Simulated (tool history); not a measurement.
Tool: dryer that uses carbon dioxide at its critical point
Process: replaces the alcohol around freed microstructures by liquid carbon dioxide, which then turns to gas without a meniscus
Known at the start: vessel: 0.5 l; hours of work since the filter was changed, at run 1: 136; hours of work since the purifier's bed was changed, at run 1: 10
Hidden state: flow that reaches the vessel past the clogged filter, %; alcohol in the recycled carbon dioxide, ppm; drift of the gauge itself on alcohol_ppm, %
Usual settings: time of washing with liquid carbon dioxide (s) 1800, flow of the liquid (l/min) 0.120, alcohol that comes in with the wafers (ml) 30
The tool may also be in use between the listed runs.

run	hour	time of washing with liquid carbon dioxide (s)	flow of the liquid (l/min)	alcohol that comes in with the wafers (ml)	hours of work since the filter was changed	hours of work since the purifier's bed was changed	alcohol left in the vessel before it's heated (ppm by volume)
1	0.0	1800	0.120	30	136	10	130
2	5.5	1800	0.120	30	138	13	139
3	15.5	1200	0.120	30	142	17	988
4	21.2	1800	0.120	30	145	19	140
5	27.0	1560	0.120	30	147	22	307
6	36.6	1560	0.120	30	151	26	306
7	43.2	1800	0.079	30	154	29	1242
8	50.4	1800	0.079	30	157	32	1243
9	58.2	2220	0.120	30	161	35	31
10	67.2	2220	0.120	30	164	39	46
11	71.4	2220	0.120	30	166	41	41
12	81.1	2220	0.120	30	170	45	41
13	89.5	2100	0.120	30	174	49	65
14	99.4	2100	0.120	30	178	53	65
15	108.7	1080	0.120	23	182	57	1242
16	114.6	1140	0.120	106	185	59	4683
17	119.4	1140	0.120	86	187	61	3748
18	125.8	1800	0.173	52	189	64	33
19	132.1	2460	0.088	30	192	67	185
20	138.1	1080	0.075	40	195	69	9110
21	144.6	1800	0.120	25	197	72	143
22	150.1	1800	0.120	21	200	75	113

Forecast each of these 5 alternatives for the next run:
A	157.7	1980	0.130	115	203	78	?
B	157.7	1800	0.082	105	203	78	?
C	157.7	1920	0.093	21	203	78	?
D	157.7	1800	0.073	21	203	78	?
E	157.7	1800	0.075	21	203	78	?

run	alcohol left in the vessel before it's heated (ppm by volume)
A	192
B	3950
C	333
D	1288
E	1188
Without the tool's hidden state the same runs would have given:
run	alcohol left in the vessel before it's heated (ppm by volume)
A	114
B	2981
C	234
D	1002
E	921
